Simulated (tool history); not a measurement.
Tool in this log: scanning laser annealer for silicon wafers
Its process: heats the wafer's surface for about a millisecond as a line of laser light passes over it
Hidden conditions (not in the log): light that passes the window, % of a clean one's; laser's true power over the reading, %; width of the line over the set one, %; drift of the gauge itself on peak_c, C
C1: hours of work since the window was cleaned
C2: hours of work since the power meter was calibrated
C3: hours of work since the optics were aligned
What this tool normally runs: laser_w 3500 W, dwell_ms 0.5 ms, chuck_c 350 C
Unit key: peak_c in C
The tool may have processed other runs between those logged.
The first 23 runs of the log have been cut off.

run 24 hour=493.4 | laser_w=3092 dwell_ms=0.423 chuck_c=324 | C1=557 C2=419 C3=855 | peak_c=991
run 25 hour=522.7 | laser_w=3465 dwell_ms=0.5 chuck_c=369 | C1=574 C2=436 C3=872 | peak_c=1184
run 26 hour=548.9 | laser_w=3142 dwell_ms=0.56 chuck_c=327 | C1=589 C2=451 C3=888 | peak_c=1093
run 27 hour=574.5 | laser_w=3142 dwell_ms=0.56 chuck_c=327 | C1=604 C2=466 C3=903 | peak_c=1090
run 28 hour=597.5 | laser_w=3748 dwell_ms=0.481 chuck_c=342 | C1=617 C2=479 C3=916 | peak_c=1220
run 29 hour=618.4 | laser_w=3605 dwell_ms=0.373 chuck_c=322 | C1=629 C2=492 C3=928 | peak_c=1074
-- hour=626 window over the wafer cleaned
run 30 hour=649.9 | laser_w=3605 dwell_ms=0.373 chuck_c=322 | C1=14 C2=509 C3=945 | peak_c=1076
run 31 hour=674.6 | laser_w=3696 dwell_ms=0.5 chuck_c=325 | C1=28 C2=523 C3=960 | peak_c=1208
run 32 hour=688.6 | laser_w=3500 dwell_ms=0.5 chuck_c=382 | C1=36 C2=531 C3=968 | peak_c=1207

What does the tool deliver on the next run?
run 33 hour=706.8 | laser_w=3500 dwell_ms=0.5 chuck_c=382 | C1=47 C2=542 C3=978 | peak_c=?

peak_c: 1208 C
The same run, on a tool lacking any hidden state, would have yielded peak_c 1209 C.
